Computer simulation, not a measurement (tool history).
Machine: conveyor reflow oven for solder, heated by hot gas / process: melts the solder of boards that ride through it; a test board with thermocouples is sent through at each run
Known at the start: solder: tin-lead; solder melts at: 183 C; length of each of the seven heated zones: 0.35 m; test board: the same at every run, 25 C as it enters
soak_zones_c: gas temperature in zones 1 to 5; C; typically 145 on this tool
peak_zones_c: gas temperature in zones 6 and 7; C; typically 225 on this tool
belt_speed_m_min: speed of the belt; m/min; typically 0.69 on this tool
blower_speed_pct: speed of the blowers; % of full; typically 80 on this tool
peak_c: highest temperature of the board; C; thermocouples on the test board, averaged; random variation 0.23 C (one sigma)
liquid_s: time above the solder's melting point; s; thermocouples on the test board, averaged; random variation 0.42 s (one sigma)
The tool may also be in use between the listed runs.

run,hour,soak_zones_c,peak_zones_c,belt_speed_m_min,blower_speed_pct,peak_c,liquid_s
1,0,145,225,0.69,80,213.6,47
2,20.6,145,225,0.69,80,213.6,47.4
3,41.5,145,225,0.69,80,213.5,46.6
4,58.3,145,225,0.69,80,213.6,46.8
# hour 73.5: flux residue cleaned out of gas plates and filters
5,81.5,145,225,0.69,80,215.1,48.6
6,108.8,145,225,0.69,58,210.8,44.1
7,130.8,145,219,0.69,80,209.7,45.4
8,143.6,145,219,0.69,80,209.6,44.8
9,165.6,145,219,0.69,80,209.5,44.6
10,190,145,219,0.581,80,213.1,58.2
11,212.7,145,219,0.65,80,210.4,49.2
12,229.8,149,225,0.69,80,215.4,49.1
13,253.9,149,225,0.69,80,215.3,50.4
14,272.9,149,225,0.736,80,213.8,45.5
15,296.3,145,225,0.69,80,214.7,48.5
16,322.6,145,225,0.69,80,214.8,48.3
17,339.4,147,219,0.555,52,209.2,56.2
18,353.5,147,219,0.555,52,209.5,56.1
19,372.8,147,219,0.555,52,209.6,56
# hour 395.4: flux residue cleaned out of gas plates and filters
20,400.2,131,235,0.69,80,223.7,49.6
21,425.1,150,216,0.69,80,208.6,46.7
22,441.6,150,216,0.69,80,209,46.2
23,460.5,145,219,0.69,80,210.7,45.4
24,481.2,145,216,0.69,80,207.9,43.9
25,493.3,139,225,0.582,80,219,59.6
26,504.9,139,225,0.582,80,219.2,59.8
27,528.1,158,225,0.622,72,218.6,61.9
28,542.1,158,225,0.622,72,218.8,61.7
29,561.7,145,235,0.697,89,226,54.7
30,577.2,145,224,0.555,66,217.7,63.5
31,600.5,145,224,0.555,66,217.8,63.1

Here are 4 independent what-if runs from the current tool condition. What would each one return?
A,624.7,145,224,0.65,66,?,?
B,624.7,154,225,0.719,60,?,?
C,624.7,153,218,0.555,59,?,?
D,624.7,145,226,0.555,66,?,?

run,peak_c,liquid_s
A,213.2,50.8
B,212.1,47.2
C,211.9,62.3
D,219.4,64.2
With no hidden state in the tool, these same runs would have given:
run,peak_c,liquid_s
A,211.2,47.4
B,210,44.1
C,209.7,58.2
D,217.2,60.4
